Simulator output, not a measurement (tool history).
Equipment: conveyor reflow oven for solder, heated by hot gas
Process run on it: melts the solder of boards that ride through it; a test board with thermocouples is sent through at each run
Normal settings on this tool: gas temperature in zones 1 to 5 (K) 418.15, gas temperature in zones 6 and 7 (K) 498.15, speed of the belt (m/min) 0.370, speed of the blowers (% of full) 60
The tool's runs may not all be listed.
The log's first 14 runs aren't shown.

run   hour  gas temperature in zones 1 to 5 (K)  gas temperature in zones 6 and 7 (K)  speed of the belt (m/min)  speed of the blowers (% of full)  hours of work since the flux was cleaned out  hours of work since the belt drive was overhauled  hours of work since the thermocouples were changed  highest temperature of the board (K)  time above the solder's melting point (s)
 15  114.0                               418.15                                498.15                      0.370                                73                                           120                                                236                                                 354                                484.05                                       70.7
 16  124.0                               432.15                                488.15                      0.370                                73                                           126                                                242                                                 360                                478.35                                       73.1
 17  131.2                               425.15                                497.15                      0.413                                73                                           131                                                247                                                 365                                482.05                                       63.1
 18  141.2                               425.15                                501.15                      0.413                                72                                           138                                                254                                                 372                                485.35                                       65.9
 19  149.0                               428.15                                501.15                      0.413                                72                                           143                                                259                                                 377                                485.65                                       68.3
 20  155.3                               421.15                                498.15                      0.435                                60                                           147                                                263                                                 381                                476.55                                       48.7
     161.2  -- flux residue cleaned out of gas plates and filters
 21  168.6                               421.15                                504.15                      0.377                                84                                             5                                                268                                                 386                                491.25                                       77.7
 22  174.5                               418.15                                506.15                      0.339                                68                                             9                                                272                                                 390                                491.65                                       85.9
     183.0  -- flux residue cleaned out of gas plates and filters, once more
 23  184.2                               418.15                                508.15                      0.370                                50                                             1                                                275                                                 393                                486.05                                       71.0
 24  191.4                               418.15                                508.15                      0.370                                65                                             5                                                280                                                 398                                492.95                                       79.4
 25  197.1                               418.15                                498.15                      0.370                                83                                             9                                                284                                                 402                                488.25                                       75.3
 26  206.6                               432.15                                491.15                      0.360                                50                                            15                                                290                                                 408                                477.65                                       71.0
 27  213.7                               432.15                                491.15                      0.368                                72                                            20                                                295                                                 413                                482.75                                       77.3
 28  220.5                               414.15                                498.15                      0.370                                60                                            25                                                299                                                 417                                482.45                                       64.8
 29  229.1                               430.15                                498.15                      0.391                                69                                            30                                                305                                                 423                                485.75                                       73.7
 30  237.7                               430.15                                498.15                      0.319                                69                                            36                                                310                                                 428                                490.55                                       97.7

Alternative continuations, all from the tool just after run 30; predict every row:
  A  245.7                               404.15                                498.15                      0.411                                60                                            41                                                316                                                 433                                     ?                                          ?
  B  245.7                               430.15                                491.15                      0.368                                62                                            41                                                316                                                 433                                     ?                                          ?
  C  245.7                               416.15                                498.15                      0.390                                60                                            41                                                316                                                 433                                     ?                                          ?
  D  245.7                               429.15                                490.15                      0.319                                75                                            41                                                316                                                 433                                     ?                                          ?
  E  245.7                               407.15                                492.15                      0.437                                69                                            41                                                316                                                 433                                     ?                                          ?

run  highest temperature of the board (K)  time above the solder's melting point (s)
  A                                476.35                                       44.4
  B                                479.95                                       73.1
  C                                480.05                                       59.4
  D                                483.95                                       92.4
  E                                472.65                                       39.5
Take away the tool's hidden state, keep each run's random variation, and the runs would have read:
run  highest temperature of the board (K)  time above the solder's melting point (s)
  A                                475.75                                       43.2
  B                                479.25                                       71.7
  C                                479.35                                       58.1
  D                                483.15                                       90.8
  E                                472.15                                       38.4

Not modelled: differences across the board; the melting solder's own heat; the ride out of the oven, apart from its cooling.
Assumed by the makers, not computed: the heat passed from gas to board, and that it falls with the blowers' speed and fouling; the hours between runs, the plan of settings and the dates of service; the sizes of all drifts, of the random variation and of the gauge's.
